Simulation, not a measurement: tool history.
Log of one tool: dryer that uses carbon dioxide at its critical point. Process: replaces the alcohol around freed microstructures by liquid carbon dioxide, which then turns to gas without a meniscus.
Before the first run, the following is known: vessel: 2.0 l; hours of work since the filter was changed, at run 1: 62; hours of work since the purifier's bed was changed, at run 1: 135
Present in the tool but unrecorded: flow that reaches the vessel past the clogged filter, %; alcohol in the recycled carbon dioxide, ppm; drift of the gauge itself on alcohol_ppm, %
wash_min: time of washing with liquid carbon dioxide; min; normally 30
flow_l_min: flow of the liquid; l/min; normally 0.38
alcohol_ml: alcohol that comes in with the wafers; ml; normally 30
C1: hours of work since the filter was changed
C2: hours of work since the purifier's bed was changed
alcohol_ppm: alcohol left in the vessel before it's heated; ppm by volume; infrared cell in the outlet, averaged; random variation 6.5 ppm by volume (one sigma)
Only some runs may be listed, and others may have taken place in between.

{"run": 1, "hour": 0.0, "wash_min": 30, "flow_l_min": 0.38, "alcohol_ml": 30, "C1": 62, "C2": 135, "alcohol_ppm": 301}
{"run": 2, "hour": 21.3, "wash_min": 30, "flow_l_min": 0.38, "alcohol_ml": 30, "C1": 73, "C2": 146, "alcohol_ppm": 296}
{"run": 3, "hour": 42.6, "wash_min": 30, "flow_l_min": 0.38, "alcohol_ml": 30, "C1": 83, "C2": 156, "alcohol_ppm": 314}
{"run": 4, "hour": 62.7, "wash_min": 30, "flow_l_min": 0.38, "alcohol_ml": 81, "C1": 93, "C2": 166, "alcohol_ppm": 815}
{"run": 5, "hour": 83.6, "wash_min": 30, "flow_l_min": 0.38, "alcohol_ml": 81, "C1": 103, "C2": 176, "alcohol_ppm": 845}
{"run": 6, "hour": 112.1, "wash_min": 30, "flow_l_min": 0.38, "alcohol_ml": 81, "C1": 116, "C2": 189, "alcohol_ppm": 818}
{"run": 7, "hour": 126.1, "wash_min": 30, "flow_l_min": 0.484, "alcohol_ml": 30, "C1": 123, "C2": 196, "alcohol_ppm": 115}
{"run": 8, "hour": 153.3, "wash_min": 30, "flow_l_min": 0.38, "alcohol_ml": 30, "C1": 136, "C2": 209, "alcohol_ppm": 324}
{"run": 9, "hour": 180.3, "wash_min": 30, "flow_l_min": 0.38, "alcohol_ml": 30, "C1": 149, "C2": 222, "alcohol_ppm": 326}
{"run": 10, "hour": 209.8, "wash_min": 30, "flow_l_min": 0.38, "alcohol_ml": 30, "C1": 163, "C2": 236, "alcohol_ppm": 324}
{"run": 11, "hour": 238.0, "wash_min": 30, "flow_l_min": 0.38, "alcohol_ml": 30, "C1": 177, "C2": 250, "alcohol_ppm": 327}
{"run": 12, "hour": 254.5, "wash_min": 30, "flow_l_min": 0.38, "alcohol_ml": 30, "C1": 185, "C2": 258, "alcohol_ppm": 329}
{"run": 13, "hour": 272.4, "wash_min": 30, "flow_l_min": 0.312, "alcohol_ml": 30, "C1": 194, "C2": 267, "alcohol_ppm": 663}
{"run": 14, "hour": 288.3, "wash_min": 30, "flow_l_min": 0.312, "alcohol_ml": 30, "C1": 201, "C2": 274, "alcohol_ppm": 683}
{"run": 15, "hour": 313.3, "wash_min": 30, "flow_l_min": 0.312, "alcohol_ml": 30, "C1": 213, "C2": 286, "alcohol_ppm": 676}
{"run": 16, "hour": 340.6, "wash_min": 30, "flow_l_min": 0.312, "alcohol_ml": 30, "C1": 226, "C2": 299, "alcohol_ppm": 692}
{"run": 17, "hour": 356.0, "wash_min": 46, "flow_l_min": 0.511, "alcohol_ml": 30, "C1": 234, "C2": 307, "alcohol_ppm": 33}
{"run": 18, "hour": 382.6, "wash_min": 43, "flow_l_min": 0.357, "alcohol_ml": 70, "C1": 247, "C2": 320, "alcohol_ppm": 224}
{"run": 19, "hour": 394.8, "wash_min": 21, "flow_l_min": 0.38, "alcohol_ml": 30, "C1": 253, "C2": 326, "alcohol_ppm": 1081}
{"run": 20, "hour": 422.2, "wash_min": 21, "flow_l_min": 0.38, "alcohol_ml": 30, "C1": 266, "C2": 339, "alcohol_ppm": 1075}
{"run": 21, "hour": 438.8, "wash_min": 30, "flow_l_min": 0.265, "alcohol_ml": 51, "C1": 274, "C2": 347, "alcohol_ppm": 1890}
{"run": 22, "hour": 456.6, "wash_min": 26, "flow_l_min": 0.265, "alcohol_ml": 66, "C1": 282, "C2": 355, "alcohol_ppm": 3410}
{"run": 23, "hour": 470.3, "wash_min": 34, "flow_l_min": 0.455, "alcohol_ml": 43, "C1": 289, "C2": 362, "alcohol_ppm": 155}
{"run": 24, "hour": 485.6, "wash_min": 34, "flow_l_min": 0.481, "alcohol_ml": 43, "C1": 296, "C2": 369, "alcohol_ppm": 117}
{"run": 25, "hour": 507.9, "wash_min": 34, "flow_l_min": 0.481, "alcohol_ml": 43, "C1": 307, "C2": 380, "alcohol_ppm": 129}
{"run": 26, "hour": 522.6, "wash_min": 34, "flow_l_min": 0.481, "alcohol_ml": 43, "C1": 314, "C2": 387, "alcohol_ppm": 128}
{"run": 27, "hour": 550.7, "wash_min": 34, "flow_l_min": 0.601, "alcohol_ml": 43, "C1": 328, "C2": 401, "alcohol_ppm": 62}
{"run": 28, "hour": 571.6, "wash_min": 30, "flow_l_min": 0.501, "alcohol_ml": 30, "C1": 338, "C2": 411, "alcohol_ppm": 146}

For some of the steps in alcohol_ppm from one run to the next: how much would appear even if the tool had no hidden state, given the settings, what came in and random variation, and how much remains for the hidden state plus any gauge scatter that the measured result and the result without hidden state don't share?
Run 21 -> 22: wash_min 30 -> 26, alcohol_ml 51 -> 66. alcohol_ppm +1520 ppm by volume: hidden state +173, all else +1347.
Run 22 -> 23: wash_min 26 -> 34, flow_l_min 0.265 -> 0.455, alcohol_ml 66 -> 43. alcohol_ppm -3255 ppm by volume: hidden state -409, all else -2846.
